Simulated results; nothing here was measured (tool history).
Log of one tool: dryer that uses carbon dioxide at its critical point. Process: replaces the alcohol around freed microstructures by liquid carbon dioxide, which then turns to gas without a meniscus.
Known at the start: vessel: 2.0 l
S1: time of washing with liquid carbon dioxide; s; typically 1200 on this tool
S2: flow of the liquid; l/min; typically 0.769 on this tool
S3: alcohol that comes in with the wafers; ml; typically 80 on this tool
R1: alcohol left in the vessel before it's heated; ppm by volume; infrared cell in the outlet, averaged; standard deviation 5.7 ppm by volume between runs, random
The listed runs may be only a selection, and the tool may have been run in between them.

run,day,S1,S2,S3,R1
1,0.000,1200,0.769,80,290
2,1.071,1200,0.769,80,296
3,2.196,1200,0.769,80,298
4,3.754,1200,0.769,81,314
5,5.317,1200,0.769,57,224
6,6.792,900,0.769,80,1020
7,8.338,900,0.769,50,649
8,9.546,900,0.769,50,643
9,10.588,900,0.769,50,654
10,12.092,900,0.769,50,690
11,13.229,900,0.769,50,690
12,14.917,900,0.769,97,1299
13,16.138,900,0.769,97,1302
14,17.188,1200,0.769,80,349
15,18.862,1200,0.769,80,385
16,20.171,1200,0.769,80,376
17,20.983,1140,0.769,80,465
18,22.217,1200,0.769,120,523
19,23.892,1200,0.469,80,2363
20,25.417,1200,0.469,80,2400
21,27.138,1200,0.469,80,2477
22,28.471,1200,0.469,80,2492
23,29.579,1860,0.553,101,352
# day 30.325: inlet filter changed
24,30.650,1860,0.553,101,207
25,32.233,1860,0.553,101,211
26,33.817,1560,1.114,92,75
27,35.383,1800,0.717,37,90
28,36.592,1680,0.963,117,81
29,37.550,1380,0.569,76,527
30,38.442,1380,0.569,76,509
31,39.883,1380,0.569,76,522
32,40.921,1320,0.522,76,877
33,42.358,1440,1.220,57,102
34,43.396,840,1.220,83,201
35,45.125,840,1.220,83,194
36,46.092,780,1.220,96,280
37,47.438,1080,1.173,96,121
38,48.588,1200,0.769,38,199
39,50.154,1200,0.769,38,212
40,51.092,1320,0.773,80,239
41,52.271,1080,0.597,26,465
42,53.604,1080,0.597,26,482
43,54.496,720,0.597,57,2839

Forecast each of these 3 alternatives for the next run:
A,56.188,1380,0.769,80,?
B,56.188,1620,0.762,91,?
C,56.188,720,0.597,58,?

run,R1
A,218
B,143
C,2845
Stripped of hidden state, with their random variation kept, the same runs would have yielded:
run,R1
A,83
B,27
C,2394
